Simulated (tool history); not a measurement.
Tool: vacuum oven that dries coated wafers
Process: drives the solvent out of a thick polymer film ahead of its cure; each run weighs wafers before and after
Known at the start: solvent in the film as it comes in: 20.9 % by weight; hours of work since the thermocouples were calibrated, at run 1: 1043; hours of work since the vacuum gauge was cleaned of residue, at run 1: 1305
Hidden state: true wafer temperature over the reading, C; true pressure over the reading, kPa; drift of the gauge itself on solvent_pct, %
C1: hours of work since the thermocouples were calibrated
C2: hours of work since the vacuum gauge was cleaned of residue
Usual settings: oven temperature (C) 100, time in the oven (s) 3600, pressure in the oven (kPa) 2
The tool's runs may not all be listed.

Run 1, hour 0: usual settings; C1 1043; C2 1305. Result: solvent left in the film (%) 4.45.
At hour 7.8: oven's thermocouples calibrated.
Run 2, hour 51.6: usual settings but pressure in the oven (kPa) 2.43; C1 22; C2 1330. Result: solvent left in the film (%) 3.95.
Run 3, hour 106.5: usual settings but time in the oven (s) 2280; C1 50; C2 1358. Result: solvent left in the film (%) 6.24.
Run 4, hour 158.6: usual settings but time in the oven (s) 2280; C1 77; C2 1385. Result: solvent left in the film (%) 6.28.
Run 5, hour 210.6: usual settings but time in the oven (s) 1860; C1 103; C2 1411. Result: solvent left in the film (%) 7.45.
Run 6, hour 270.4: usual settings but time in the oven (s) 1860; C1 134; C2 1442. Result: solvent left in the film (%) 7.52.
Run 7, hour 323.3: usual settings but time in the oven (s) 1860; C1 161; C2 1469. Result: solvent left in the film (%) 7.58.
Run 8, hour 366: usual settings but pressure in the oven (kPa) 3.48; C1 183; C2 1490. Result: solvent left in the film (%) 4.44.
Run 9, hour 405.5: usual settings but pressure in the oven (kPa) 3.48; C1 203; C2 1510. Result: solvent left in the film (%) 4.52.
Run 10, hour 456.2: usual settings; C1 229; C2 1536. Result: solvent left in the film (%) 4.
Run 11, hour 519: usual settings; C1 261; C2 1568. Result: solvent left in the film (%) 3.89.
Run 12, hour 545.3: usual settings; C1 274; C2 1582. Result: solvent left in the film (%) 3.98.
Run 13, hour 607.6: usual settings but oven temperature (C) 94, time in the oven (s) 2640, pressure in the oven (kPa) 1.73; C1 306; C2 1614. Result: solvent left in the film (%) 7.77.
Run 14, hour 661.6: usual settings but oven temperature (C) 85, time in the oven (s) 3840, pressure in the oven (kPa) 2.26; C1 333; C2 1641. Result: solvent left in the film (%) 9.74.
Run 15, hour 691.8: usual settings but oven temperature (C) 111; C1 349; C2 1656. Result: solvent left in the film (%) 1.48.
Run 16, hour 751.3: usual settings but time in the oven (s) 6420, pressure in the oven (kPa) 2.46; C1 379; C2 1687. Result: solvent left in the film (%) 2.18.
Run 17, hour 801.9: usual settings but oven temperature (C) 112, time in the oven (s) 6420, pressure in the oven (kPa) 1.65; C1 405; C2 1713. Result: solvent left in the film (%) 0.84.
Run 18, hour 853.7: usual settings but oven temperature (C) 85, time in the oven (s) 2460, pressure in the oven (kPa) 6.62; C1 431; C2 1739. Result: solvent left in the film (%) 13.62.
Run 19, hour 916.9: usual settings but oven temperature (C) 85, time in the oven (s) 2460, pressure in the oven (kPa) 6.62; C1 464; C2 1771. Result: solvent left in the film (%) 13.56.
Run 20, hour 944.8: usual settings but oven temperature (C) 85, time in the oven (s) 3540, pressure in the oven (kPa) 5.39; C1 478; C2 1785. Result: solvent left in the film (%) 11.68.
Run 21, hour 1007.5: usual settings but time in the oven (s) 2100, pressure in the oven (kPa) 2.06; C1 510; C2 1817. Result: solvent left in the film (%) 7.21.
Run 22, hour 1035.8: usual settings but time in the oven (s) 3540, pressure in the oven (kPa) 2.06; C1 524; C2 1832. Result: solvent left in the film (%) 4.31.
Run 23, hour 1065.9: usual settings but oven temperature (C) 105, time in the oven (s) 2100, pressure in the oven (kPa) 6.9; C1 540; C2 1847. Result: solvent left in the film (%) 6.84.

5 ways to go on from here, each from the tool as it stands after run 23. What would each give?
Run A, hour 1118.8: usual settings but oven temperature (C) 106, time in the oven (s) 3840, pressure in the oven (kPa) 3; C1 567; C2 1874. Result: solvent left in the film (%) ?.
Run B, hour 1118.8: usual settings but oven temperature (C) 94; C1 567; C2 1874. Result: solvent left in the film (%) ?.
Run C, hour 1118.8: usual settings but time in the oven (s) 5820, pressure in the oven (kPa) 1.27; C1 567; C2 1874. Result: solvent left in the film (%) ?.
Run D, hour 1118.8: usual settings but oven temperature (C) 98, time in the oven (s) 2100, pressure in the oven (kPa) 2.99; C1 567; C2 1874. Result: solvent left in the film (%) ?.
Run E, hour 1118.8: usual settings but oven temperature (C) 105, time in the oven (s) 2340, pressure in the oven (kPa) 6.9; C1 567; C2 1874. Result: solvent left in the film (%) ?.

run  solvent left in the film (%)
  A                          2.66
  B                          6.35
  C                          2.01
  D                           8.4
  E                          6.32
Without the tool's hidden state the same runs would have given:
run  solvent left in the film (%)
  A                          2.13
  B                          5.55
  C                          1.45
  D                          7.67
  E                          5.64
